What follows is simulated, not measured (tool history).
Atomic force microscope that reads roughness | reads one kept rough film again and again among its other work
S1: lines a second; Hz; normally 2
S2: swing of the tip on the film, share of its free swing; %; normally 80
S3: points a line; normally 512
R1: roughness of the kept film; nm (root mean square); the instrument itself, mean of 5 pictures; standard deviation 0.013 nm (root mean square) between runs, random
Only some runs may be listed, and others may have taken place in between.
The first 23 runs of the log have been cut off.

run     day    S1  S2   S3     R1
 24  12.967  0.65  72  402  4.807
 25  13.304  0.65  72  402  4.837
 26  13.788  0.65  72  402  4.823
 27  14.138  0.78  58  294  4.847
 28  14.783  0.78  58  294  4.866
 29  15.496  1.32  78  283  4.679
 30  15.979  0.79  66  633  4.812
 31  16.362  1.79  80  512  4.536
 32  17.092  1.22  66  512  4.748
 33  17.588  1.22  66  512   4.73

Branching from run 33: 4 alternative next runs. What would each branch give?
  A  17.954  3.94  72  913   ?
  B  17.954  1.22  58  512   ?
  C  17.954  3.75  67  502   ?
  D  17.954  0.61  81  699   ?

run     R1
  A  4.415
  B  4.827
  C  4.512
  D  4.732
Without the tool's hidden state the same runs would have given:
run     R1
  A  4.532
  B  4.955
  C  4.631
  D  4.857
